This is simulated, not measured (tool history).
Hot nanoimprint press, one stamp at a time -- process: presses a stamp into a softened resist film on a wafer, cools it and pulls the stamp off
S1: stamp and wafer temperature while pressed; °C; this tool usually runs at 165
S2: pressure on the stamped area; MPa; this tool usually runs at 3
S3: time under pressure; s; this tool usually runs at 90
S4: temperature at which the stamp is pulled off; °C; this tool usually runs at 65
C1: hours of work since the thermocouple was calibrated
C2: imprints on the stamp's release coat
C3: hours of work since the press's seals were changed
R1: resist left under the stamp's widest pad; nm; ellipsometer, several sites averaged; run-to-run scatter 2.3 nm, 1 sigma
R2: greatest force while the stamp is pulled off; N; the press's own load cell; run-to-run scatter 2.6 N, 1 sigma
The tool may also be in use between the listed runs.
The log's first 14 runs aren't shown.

run   hour   S1    S2   S3  S4   C1   C2   C3     R1   R2
 15  297.2  176     3   90  65   90  387  602  213.5  143
 16  320.8  165     3   90  65  106  454  618  379.2  143
 17  346.1  165     3   90  65  122  526  634  379.9  148
 18  374.7  165     3  131  58  141  607  653  334.2  174
 19  391.5  165     3   51  65  152  654  664    458  153
     409.7  -- stamp cleaned and given a new release coat
 20    424  165     3   51  65  169   40  681  456.1  126
 21  440.2  174  4.56  140  70  180   86  692  164.1  114
 22  467.6  174  4.56  140  70  198  164  710  163.7  119
 23  484.3  174  4.56  140  70  209  211  720  164.4  118
 24  498.8  174  4.56  140  62  218  253  730  163.4  136
 25  524.5  174  4.56  140  62  235  325  747  166.2  144
 26  554.1  174  4.56  140  62  254  409  766  166.2  146
 27  579.5  174  4.56  140  62  271  481  783  166.8  153
 28  595.2  174  4.56  140  62  281  526  793  166.6  157
 29  608.6  165  4.13  135  64  290  564  802  292.7  157
 30  632.4  165   2.4  175  61  305  631  817  345.4  166
     659.4  -- stamp cleaned and given a new release coat
 31  665.4  165  3.71   90  65  323   17  835  358.2  127

Predict each of these 3 candidate next runs independently; none follows another, all start after run 31:
  A  686.1  165     3  90  72  336  75  848   ?   ?
  B  686.1  176  3.95  90  65  336  75  848   ?   ?
  C  686.1  158     3  90  65  336  75  848   ?   ?

run     R1   R2
  A  388.8  108
  B  195.2  131
  C  529.1  126
Without the tool's hidden state the same runs would have given:
run     R1   R2
  A  366.3  103
  B  180.8  125
  C    507  121

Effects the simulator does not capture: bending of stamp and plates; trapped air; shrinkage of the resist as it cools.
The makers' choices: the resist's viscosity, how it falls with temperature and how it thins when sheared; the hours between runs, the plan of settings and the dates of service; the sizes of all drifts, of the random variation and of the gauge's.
